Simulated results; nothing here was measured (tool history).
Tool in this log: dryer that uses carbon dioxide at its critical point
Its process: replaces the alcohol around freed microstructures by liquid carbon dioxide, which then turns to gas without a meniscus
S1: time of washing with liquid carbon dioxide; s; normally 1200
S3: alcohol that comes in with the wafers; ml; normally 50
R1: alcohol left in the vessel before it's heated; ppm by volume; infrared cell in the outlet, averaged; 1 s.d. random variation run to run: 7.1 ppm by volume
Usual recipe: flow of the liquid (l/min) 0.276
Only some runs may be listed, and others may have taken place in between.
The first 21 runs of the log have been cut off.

run 22 day=25.846 | S1=1200 flow_of_the_liquid_(l/min)=0.276 S3=50 | R1=525
run 23 day=26.704 | S1=1200 flow_of_the_liquid_(l/min)=0.276 S3=50 | R1=518
run 24 day=27.996 | S1=1080 flow_of_the_liquid_(l/min)=0.249 S3=33 | R1=781
run 25 day=29.396 | S1=780 flow_of_the_liquid_(l/min)=0.334 S3=47 | R1=1170
run 26 day=31.058 | S1=1200 flow_of_the_liquid_(l/min)=0.276 S3=21 | R1=354
run 27 day=32.525 | S1=1200 flow_of_the_liquid_(l/min)=0.276 S3=21 | R1=340
run 28 day=34.088 | S1=1200 flow_of_the_liquid_(l/min)=0.276 S3=21 | R1=363
run 29 day=35.517 | S1=720 flow_of_the_liquid_(l/min)=0.450 S3=20 | R1=372
run 30 day=36.300 | S1=720 flow_of_the_liquid_(l/min)=0.306 S3=105 | R1=4844
run 31 day=37.025 | S1=720 flow_of_the_liquid_(l/min)=0.306 S3=105 | R1=4955
run 32 day=38.667 | S1=720 flow_of_the_liquid_(l/min)=0.306 S3=105 | R1=4979
run 33 day=40.325 | S1=720 flow_of_the_liquid_(l/min)=0.399 S3=55 | R1=1157
run 34 day=41.671 | S1=780 flow_of_the_liquid_(l/min)=0.373 S3=29 | R1=692
run 35 day=43.212 | S1=780 flow_of_the_liquid_(l/min)=0.373 S3=29 | R1=712
run 36 day=44.212 | S1=780 flow_of_the_liquid_(l/min)=0.276 S3=50 | R1=2902
run 37 day=45.242 | S1=780 flow_of_the_liquid_(l/min)=0.276 S3=87 | R1=5047
run 38 day=46.050 | S1=1020 flow_of_the_liquid_(l/min)=0.368 S3=27 | R1=370
-- day=46.296 purifier's bed changed
run 39 day=46.979 | S1=1020 flow_of_the_liquid_(l/min)=0.368 S3=27 | R1=181
run 40 day=47.896 | S1=1380 flow_of_the_liquid_(l/min)=0.292 S3=34 | R1=166
run 41 day=49.688 | S1=1440 flow_of_the_liquid_(l/min)=0.274 S3=84 | R1=459
run 42 day=50.762 | S1=1440 flow_of_the_liquid_(l/min)=0.274 S3=84 | R1=490
run 43 day=52.425 | S1=1440 flow_of_the_liquid_(l/min)=0.274 S3=84 | R1=502
-- day=53.138 inlet filter changed
run 44 day=53.458 | S1=1440 flow_of_the_liquid_(l/min)=0.274 S3=84 | R1=244
run 45 day=54.738 | S1=1440 flow_of_the_liquid_(l/min)=0.274 S3=84 | R1=251
run 46 day=56.446 | S1=1380 flow_of_the_liquid_(l/min)=0.276 S3=50 | R1=202

Consider 5 possible next runs. They are alternatives, not a sequence: every one starts from the tool as it was left by run 46. What does each give?
run A day=57.550 | S1=1380 flow_of_the_liquid_(l/min)=0.276 S3=97 | R1=?
run B day=57.550 | S1=1200 flow_of_the_liquid_(l/min)=0.355 S3=67 | R1=?
run C day=57.550 | S1=1920 flow_of_the_liquid_(l/min)=0.178 S3=25 | R1=?
run D day=57.550 | S1=1560 flow_of_the_liquid_(l/min)=0.276 S3=50 | R1=?
run E day=57.550 | S1=780 flow_of_the_liquid_(l/min)=0.276 S3=50 | R1=?

run=A R1=380
run=B R1=146
run=C R1=208
run=D R1=115
run=E R1=2103
With no hidden state in the tool, these same runs would have given:
run=A R1=310
run=B R1=104
run=C R1=162
run=D R1=76
run=E R1=1919
